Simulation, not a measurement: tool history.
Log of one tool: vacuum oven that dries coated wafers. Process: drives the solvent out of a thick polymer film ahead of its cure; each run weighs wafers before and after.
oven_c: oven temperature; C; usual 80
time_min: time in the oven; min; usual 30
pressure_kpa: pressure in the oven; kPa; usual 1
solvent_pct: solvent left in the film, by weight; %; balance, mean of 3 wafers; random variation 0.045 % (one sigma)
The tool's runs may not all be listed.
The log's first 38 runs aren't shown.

run,hour,oven_c,time_min,pressure_kpa,solvent_pct
39,3215.2,90,30,1,0.99
40,3279.9,90,30,1,0.98
41,3399.2,90,30,1.42,1.34
42,3508.4,65,30,2.45,10.62
43,3623.6,65,30,2.45,10.6
44,3736.4,65,30,2.37,10.29
45,3838.2,80,38,1.19,2.07
46,3950.1,80,38,1.19,2.08
47,4066.6,72,47,1.19,3.28

Forecast each of these 3 alternatives for the next run:
A,4158.4,69,29,0.51,?
B,4158.4,72,53,1.19,?
C,4158.4,72,24,1.19,?

run,solvent_pct
A,5.82
B,3.03
C,6.62
Without the tool's hidden state the same runs would have given:
run,solvent_pct
A,5.83
B,3.02
C,6.63
